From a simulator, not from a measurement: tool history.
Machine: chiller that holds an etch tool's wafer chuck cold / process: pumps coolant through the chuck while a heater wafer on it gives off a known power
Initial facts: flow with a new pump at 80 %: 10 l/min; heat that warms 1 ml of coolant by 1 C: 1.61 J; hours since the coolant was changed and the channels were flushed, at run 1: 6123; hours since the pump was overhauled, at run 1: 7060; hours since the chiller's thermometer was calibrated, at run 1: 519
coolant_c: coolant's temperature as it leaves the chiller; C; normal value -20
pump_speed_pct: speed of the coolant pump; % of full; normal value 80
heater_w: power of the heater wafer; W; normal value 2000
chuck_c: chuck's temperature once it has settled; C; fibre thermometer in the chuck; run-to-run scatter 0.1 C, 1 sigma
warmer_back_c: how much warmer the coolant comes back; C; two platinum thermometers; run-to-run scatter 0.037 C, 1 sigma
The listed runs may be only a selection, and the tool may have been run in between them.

run	day	coolant_c	pump_speed_pct	heater_w	hours since the coolant was changed and the channels were flushed	hours since the pump was overhauled	hours since the chiller's thermometer was calibrated	chuck_c	warmer_back_c
1	0.000	-20	80	2000	6123	7060	519	2.7	8.48
2	4.671	-20	80	2000	6235	7172	631	2.3	8.51
3	10.367	-27	80	2000	6372	7309	768	-4.2	8.43
# day 12.550: coolant changed, channels flushed
4	13.962	-27	80	2000	34	7389	848	-6.0	8.49
5	18.000	-27	80	2000	131	7486	945	-6.0	8.55
6	25.446	-27	80	2000	310	7665	1124	-5.8	8.62
7	32.588	-20	80	1476	481	7836	1295	-4.3	6.32
8	36.538	-20	80	1672	576	7931	1390	-2.2	7.16
9	39.917	-20	80	1672	657	8012	1471	-2.1	7.24
10	47.325	-20	80	2000	835	8190	1649	1.6	8.67
11	52.333	-20	82	2000	955	8310	1769	1.1	8.48
12	56.325	-20	82	2000	1051	8406	1865	1.2	8.49
13	60.833	-20	72	1378	1159	8514	1973	-3.6	6.84
14	66.650	-25	61	1663	1298	8654	2113	-1.4	9.95
15	71.700	-28	90	2000	1420	8775	2234	-8.2	7.67
16	79.192	-22	80	1086	1599	8955	2414	-10.0	4.82
17	84.238	-22	80	1086	1721	9076	2535	-9.9	4.76
18	91.608	-22	80	1086	1897	9253	2712	-9.8	4.78
19	98.596	-22	80	1086	2065	9421	2880	-9.9	4.86
# day 101.992: chiller's thermometer calibrated
20	103.179	-22	80	1086	2174	9530	29	-10.0	4.85
21	109.446	-26	83	2000	2324	9680	179	-4.1	8.60
22	116.071	-17	85	2788	2483	9839	338	13.0	11.72
23	121.354	-17	98	1092	2610	9966	465	-6.7	3.86

For some of the steps in chuck_c from one run to the next: how much would appear even if the tool had no hidden state, given the settings, what came in and random variation, and how much remains for the hidden state plus any gauge scatter that the measured result and the result without hidden state don't share?
Hidden state at play: heat passed by the chuck's channels, % of clean ones'; flow at a given pump speed, % of a new pump's; coolant's true temperature over the reading, C; drift of the gauge itself on chuck_c, C; drift of the gauge itself on warmer_back_c, C.
Run 20 -> 21: coolant_c -22 -> -26, pump_speed_pct 80 -> 83, heater_w 1086 -> 2000. chuck_c +5.9 C: hidden state +1.9, all else +4.0.
Run 21 -> 22: coolant_c -26 -> -17, pump_speed_pct 83 -> 85, heater_w 2000 -> 2788. chuck_c +17.1 C: hidden state +1.5, all else +15.6.
Run 22 -> 23: pump_speed_pct 85 -> 98, heater_w 2788 -> 1092. chuck_c -19.7 C: hidden state -3.5, all else -16.2.

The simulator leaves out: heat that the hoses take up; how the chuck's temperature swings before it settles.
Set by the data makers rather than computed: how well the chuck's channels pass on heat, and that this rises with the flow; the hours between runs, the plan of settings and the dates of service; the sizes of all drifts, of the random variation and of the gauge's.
